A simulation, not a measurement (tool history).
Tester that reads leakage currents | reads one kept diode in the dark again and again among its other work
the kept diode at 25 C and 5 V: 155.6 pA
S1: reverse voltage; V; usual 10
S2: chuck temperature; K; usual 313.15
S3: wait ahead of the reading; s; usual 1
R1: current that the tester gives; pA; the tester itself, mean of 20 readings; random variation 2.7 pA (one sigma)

| run | day | S1 | S2 | S3 | R1 |
|---|---|---|---|---|---|
| 1 | 0 | 10 | 313.15 | 1 | 881.16 |
| 2 | 1.133 | 10 | 313.15 | 1 | 878.23 |
| 3 | 1.767 | 10 | 313.15 | 4.68 | 871.9 |
| 4 | 2.783 | 10 | 313.15 | 1 | 875.42 |
| 5 | 3.529 | 10 | 313.15 | 1 | 872.72 |
| 6 | 4.808 | 10 | 313.15 | 1 | 870.22 |
| 7 | 5.492 | 10 | 313.15 | 1 | 871.82 |
| 8 | 6.658 | 11.9 | 320.15 | 1 | 1723.48 |
| 9 | 7.658 | 6.7 | 295.15 | 1.18 | 136.99 |
| 10 | 8.883 | 8.2 | 295.15 | 3.41 | 151.39 |
| 11 | 9.604 | 10 | 313.15 | 6.47 | 863.57 |
| 12 | 10.45 | 18.1 | 313.15 | 1 | 1205.2 |
| 13 | 11.842 | 4.2 | 300.15 | 2.37 | 166.74 |

Hidden state or all else? Some run-to-run changes of R1, split into what the settings, what came in and random variation would give without the hidden state, and what is left for the hidden state (with any gauge scatter that isn't in both results):
The hidden state here: stray current of the dirty probe card, pA a volt; current scale over the true one, %; true chuck temperature over the reading, C; drift of the gauge itself on leakage_pa, %.
Run 8 -> 9: S1 11.9 -> 6.7, S2 320.15 -> 295.15, S3 1 -> 1.18. R1 -1586.49 pA: hidden state +37.9, all else -1624.39.
